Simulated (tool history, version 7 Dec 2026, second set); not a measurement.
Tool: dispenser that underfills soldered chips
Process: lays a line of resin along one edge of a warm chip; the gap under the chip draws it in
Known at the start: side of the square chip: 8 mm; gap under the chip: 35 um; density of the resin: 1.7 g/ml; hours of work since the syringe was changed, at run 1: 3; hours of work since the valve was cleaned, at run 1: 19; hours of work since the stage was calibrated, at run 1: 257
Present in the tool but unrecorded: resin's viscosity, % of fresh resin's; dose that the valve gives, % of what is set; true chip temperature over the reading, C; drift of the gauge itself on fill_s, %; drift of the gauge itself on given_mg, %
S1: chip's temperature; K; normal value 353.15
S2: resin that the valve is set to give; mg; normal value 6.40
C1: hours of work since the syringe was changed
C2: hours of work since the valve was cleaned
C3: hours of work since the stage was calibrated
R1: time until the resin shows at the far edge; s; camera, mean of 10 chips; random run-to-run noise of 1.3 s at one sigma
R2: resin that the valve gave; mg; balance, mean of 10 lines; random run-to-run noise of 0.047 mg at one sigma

run	hour	S1	S2	C1	C2	C3	R1	R2
1	0.0	353.15	6.40	3	19	257	132.9	6.19
2	7.1	353.15	6.40	8	24	262	155.0	6.32
# hour 10.3: new syringe of resin
3	17.0	353.15	5.66	5	31	269	149.4	5.61
# hour 24.2: new syringe of resin
4	26.7	353.15	5.66	2	37	275	132.7	5.51
5	32.4	353.15	5.66	6	41	279	151.7	5.49
# hour 38.5: new syringe of resin
6	40.1	353.15	5.66	1	47	285	133.6	5.40
7	48.0	353.15	5.66	7	52	290	157.3	5.43
# hour 52.7: new syringe of resin
8	57.4	353.15	5.66	3	59	297	142.3	5.43
# hour 66.9: new syringe of resin
9	67.5	352.15	7.96	0	65	303	131.1	7.59
10	72.0	352.15	7.96	4	69	307	145.8	7.62
# hour 80.7: new syringe of resin
11	81.7	353.15	8.17	1	75	313	124.9	7.79
12	89.9	353.15	6.76	6	81	319	149.8	6.39
# hour 94.5: new syringe of resin
13	100.0	368.15	6.72	4	88	326	81.4	6.38
14	104.0	353.15	5.71	7	91	329	156.3	5.41
# hour 108.2: new syringe of resin
15	112.1	353.15	5.71	3	96	334	140.7	5.31

What if the next run were any one of these 4? Each begins from the tool's condition after run 15:
# hour 118.1: dispensing valve cleaned and set on the balance
A	120.1	364.15	6.31	8	1	339	?	?
# hour 118.1: dispensing valve cleaned and set on the balance
B	120.1	365.15	7.79	8	1	339	?	?
# hour 118.1: dispensing valve cleaned and set on the balance
C	120.1	367.15	6.40	8	1	339	?	?
# hour 118.1: dispensing valve cleaned and set on the balance
D	120.1	348.15	6.40	8	1	339	?	?

run	R1	R2
A	107.6	6.37
B	103.9	7.78
C	97.6	6.40
D	197.3	6.41
Had the tool no hidden state, the same runs would have come out as:
run	R1	R2
A	80.8	6.38
B	77.9	7.80
C	73.3	6.42
D	147.6	6.43
